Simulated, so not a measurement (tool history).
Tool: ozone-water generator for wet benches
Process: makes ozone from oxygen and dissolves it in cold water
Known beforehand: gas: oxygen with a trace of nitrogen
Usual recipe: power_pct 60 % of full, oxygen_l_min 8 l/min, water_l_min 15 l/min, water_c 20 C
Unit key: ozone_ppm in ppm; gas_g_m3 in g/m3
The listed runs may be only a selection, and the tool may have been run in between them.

{"run": 1, "hour": 0.0, "power_pct": 60, "oxygen_l_min": 8, "water_l_min": 15, "water_c": 20, "ozone_ppm": 19.2, "gas_g_m3": 160}
{"run": 2, "hour": 57.3, "power_pct": 60, "oxygen_l_min": 8, "water_l_min": 15, "water_c": 20, "ozone_ppm": 19.3, "gas_g_m3": 161.3}
{"run": 3, "hour": 134.1, "power_pct": 60, "oxygen_l_min": 8, "water_l_min": 15, "water_c": 20, "ozone_ppm": 19.3, "gas_g_m3": 159.9}
{"run": 4, "hour": 205.9, "power_pct": 60, "oxygen_l_min": 4.26, "water_l_min": 15, "water_c": 20, "ozone_ppm": 22.3, "gas_g_m3": 243.7}
{"run": 5, "hour": 278.1, "power_pct": 60, "oxygen_l_min": 4.26, "water_l_min": 15, "water_c": 20, "ozone_ppm": 22.2, "gas_g_m3": 245.5}
{"run": 6, "hour": 351.7, "power_pct": 98, "oxygen_l_min": 4.26, "water_l_min": 15, "water_c": 20, "ozone_ppm": 31.3, "gas_g_m3": 345.7}
{"run": 7, "hour": 410.6, "power_pct": 98, "oxygen_l_min": 4.26, "water_l_min": 15, "water_c": 20, "ozone_ppm": 31.3, "gas_g_m3": 344.6}
{"run": 8, "hour": 452.9, "power_pct": 98, "oxygen_l_min": 4.26, "water_l_min": 15, "water_c": 20, "ozone_ppm": 31.2, "gas_g_m3": 341}
{"run": 9, "hour": 507.6, "power_pct": 60, "oxygen_l_min": 8, "water_l_min": 15, "water_c": 20, "ozone_ppm": 19.2, "gas_g_m3": 159.8}
{"hour": 531.2, "done": "water thermometer calibrated"}
{"run": 10, "hour": 567.7, "power_pct": 60, "oxygen_l_min": 8, "water_l_min": 15, "water_c": 24, "ozone_ppm": 17.5, "gas_g_m3": 159.7}
{"run": 11, "hour": 605.4, "power_pct": 60, "oxygen_l_min": 8, "water_l_min": 15, "water_c": 24, "ozone_ppm": 17.6, "gas_g_m3": 161.9}
{"run": 12, "hour": 651.8, "power_pct": 60, "oxygen_l_min": 8, "water_l_min": 15, "water_c": 24, "ozone_ppm": 17.5, "gas_g_m3": 161.1}
{"run": 13, "hour": 699.6, "power_pct": 60, "oxygen_l_min": 8, "water_l_min": 15, "water_c": 24, "ozone_ppm": 17.7, "gas_g_m3": 159.2}
{"run": 14, "hour": 743.7, "power_pct": 52, "oxygen_l_min": 4.68, "water_l_min": 15, "water_c": 20, "ozone_ppm": 19.8, "gas_g_m3": 208.7}
{"run": 15, "hour": 823.0, "power_pct": 79, "oxygen_l_min": 7.43, "water_l_min": 24, "water_c": 15, "ozone_ppm": 17.6, "gas_g_m3": 206.7}
{"run": 16, "hour": 873.2, "power_pct": 79, "oxygen_l_min": 12.19, "water_l_min": 15, "water_c": 16, "ozone_ppm": 21.7, "gas_g_m3": 148.6}
{"run": 17, "hour": 929.3, "power_pct": 79, "oxygen_l_min": 12.19, "water_l_min": 15, "water_c": 16, "ozone_ppm": 22, "gas_g_m3": 147.9}
{"run": 18, "hour": 1012.5, "power_pct": 84, "oxygen_l_min": 9.98, "water_l_min": 16, "water_c": 19, "ozone_ppm": 21.9, "gas_g_m3": 177.2}
{"run": 19, "hour": 1053.9, "power_pct": 84, "oxygen_l_min": 9.98, "water_l_min": 14, "water_c": 19, "ozone_ppm": 23.6, "gas_g_m3": 177.4}
{"run": 20, "hour": 1094.2, "power_pct": 68, "oxygen_l_min": 9.36, "water_l_min": 15, "water_c": 15, "ozone_ppm": 21.9, "gas_g_m3": 158.9}
{"run": 21, "hour": 1141.2, "power_pct": 76, "oxygen_l_min": 6.33, "water_l_min": 15, "water_c": 20, "ozone_ppm": 24.1, "gas_g_m3": 225.9}
{"run": 22, "hour": 1214.4, "power_pct": 60, "oxygen_l_min": 8, "water_l_min": 15, "water_c": 13, "ozone_ppm": 21.9, "gas_g_m3": 163.8}
{"run": 23, "hour": 1257.5, "power_pct": 45, "oxygen_l_min": 8.16, "water_l_min": 15, "water_c": 13, "ozone_ppm": 18, "gas_g_m3": 131}
{"run": 24, "hour": 1310.4, "power_pct": 65, "oxygen_l_min": 6.48, "water_l_min": 15, "water_c": 20, "ozone_ppm": 21.5, "gas_g_m3": 199.8}
{"run": 25, "hour": 1357.6, "power_pct": 65, "oxygen_l_min": 9.85, "water_l_min": 15, "water_c": 13, "ozone_ppm": 21.8, "gas_g_m3": 152.4}

Results for each run, recomputed without the tool's hidden state and with each run's random variation untouched:
What the log doesn't record here: yield of the discharge, % of new electrodes'; contactor's efficiency, % of a clean one's; true water temperature over the reading, C; drift of the gauge itself on ozone_ppm, %; drift of the gauge itself on gas_g_m3, %.
run=1 gas_g_m3=160
run=2 gas_g_m3=161.2
run=3 gas_g_m3=159.5
run=4 gas_g_m3=242.7
run=5 gas_g_m3=244.2
run=6 gas_g_m3=343.4
run=7 gas_g_m3=341.9
run=8 gas_g_m3=338.1
run=9 gas_g_m3=158.3
run=10 gas_g_m3=158
run=11 gas_g_m3=160
run=12 gas_g_m3=159.1
run=13 gas_g_m3=157.1
run=14 gas_g_m3=205.7
run=15 gas_g_m3=203.5
run=16 gas_g_m3=146.2
run=17 gas_g_m3=145.3
run=18 gas_g_m3=173.8
run=19 gas_g_m3=173.9
run=20 gas_g_m3=155.6
run=21 gas_g_m3=221
run=22 gas_g_m3=160
run=23 gas_g_m3=127.9
run=24 gas_g_m3=194.9
run=25 gas_g_m3=148.5
ozone_ppm: at most 0.1 ppm away from the measurement, every run.
